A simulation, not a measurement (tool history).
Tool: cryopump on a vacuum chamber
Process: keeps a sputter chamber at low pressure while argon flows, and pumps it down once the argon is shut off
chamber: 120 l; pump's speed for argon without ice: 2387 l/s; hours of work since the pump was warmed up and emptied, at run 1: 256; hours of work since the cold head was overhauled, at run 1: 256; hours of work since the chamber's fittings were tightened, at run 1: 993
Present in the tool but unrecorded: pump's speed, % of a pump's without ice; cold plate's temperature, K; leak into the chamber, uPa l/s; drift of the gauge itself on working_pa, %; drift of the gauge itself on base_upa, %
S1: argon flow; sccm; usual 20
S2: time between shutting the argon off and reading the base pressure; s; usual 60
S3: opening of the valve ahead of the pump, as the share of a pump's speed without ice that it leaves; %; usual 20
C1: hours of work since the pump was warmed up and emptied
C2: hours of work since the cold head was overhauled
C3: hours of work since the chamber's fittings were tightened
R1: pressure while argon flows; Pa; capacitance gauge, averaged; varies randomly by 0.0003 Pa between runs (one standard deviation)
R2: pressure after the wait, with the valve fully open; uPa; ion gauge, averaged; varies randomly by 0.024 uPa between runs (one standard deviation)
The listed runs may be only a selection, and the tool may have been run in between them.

run    hour  S1   S2  S3    C1    C2    C3      R1    R2
  1       0  20   60  20   256   256   993  0.0715  1.31
  2      48  20   60  20   280   280  1018  0.0715   1.3
  3    79.4  22   60  20   297   297  1034  0.0784   1.3
       97.2  -- leaking fittings of the chamber tightened, without venting
  4     145  20   60  20   330   330    25  0.0717  0.89
  5   217.7  20   60  20   367   367    63  0.0716  0.95
  6   266.7  20   60  20   393   393    88   0.072  0.96
  7   333.5  20   60  20   428   428   123  0.0719  0.97
  8   393.1  20   60  20   458   458   153  0.0717  0.96
  9   462.3  20   60  20   494   494   189  0.0722     1
 10   526.2  20   60  20   527   527   223  0.0727  1.03
 11   591.8  20  235  20   561   561   257  0.0728  0.41
 12   666.3  20  235  20   600   600   295  0.0726  0.46
 13   714.5  20   60  20   625   625   320  0.0725  1.11
 14   751.5  20   60  20   644   644   339  0.0725  1.07
 15   798.1  20   60  20   668   668   364  0.0729  1.04
 16     864  20   60  20   703   703   398  0.0725   1.1
 17   922.4  20   60  20   733   733   428  0.0731  1.12
 18   980.8  13  204  23   763   763   458  0.0416  0.56
 19  1022.2  20   57  54   785   785   480  0.0288   1.2
 20  1053.5  10  199  15   801   801   496  0.0487  0.59
 21  1127.2  18   30  56   839   839   534  0.0252  1.93
 22  1181.9  10   74  15   868   868   563  0.0486  1.04
 23  1229.1  21   84  30   892   892   587  0.0528  0.96
 24    1265  21   84  30   911   911   606  0.0528  0.96
 25  1299.1  20   60  16   928   928   623  0.0916  1.22
 26  1365.9  20   60  16   963   963   658  0.0917  1.31
 27  1413.9  11   22  40   988   988   683  0.0207   2.5
 28  1460.8  20  138  20  1012  1012   707  0.0741  0.78
 29  1501.4  14  138  20  1033  1033   728  0.0521  0.81
 30  1565.8   8   85  20  1067  1067   762  0.0304  1.07
 31  1612.1   8   85  20  1091  1091   786  0.0298  1.06
     1638.8  -- pump warmed up, emptied and cooled again
 32  1657.8  20   21  48    10  1112   807    0.03  2.59
 33  1729.9  35   21  35    47  1149   844  0.0711  2.72
 34  1781.1  32   60  54    74  1176   871  0.0429  1.29

What if the next run were any one of these 4? Each begins from the tool's condition after run 34:
  A  1821  20   60  21  94  1196  891   ?   ?
  B  1821  32   60  55  94  1196  891   ?   ?
  C  1821  18   60  27  94  1196  891   ?   ?
  D  1821  17  169  54  94  1196  891   ?   ?

run      R1    R2
  A  0.0678  1.27
  B  0.0425  1.25
  C  0.0476  1.26
  D  0.0223  0.74
Had the tool no hidden state, the same runs would have come out as:
run      R1    R2
  A  0.0673  0.92
  B  0.0417  0.91
  C  0.0471  0.91
  D  0.0219   0.4
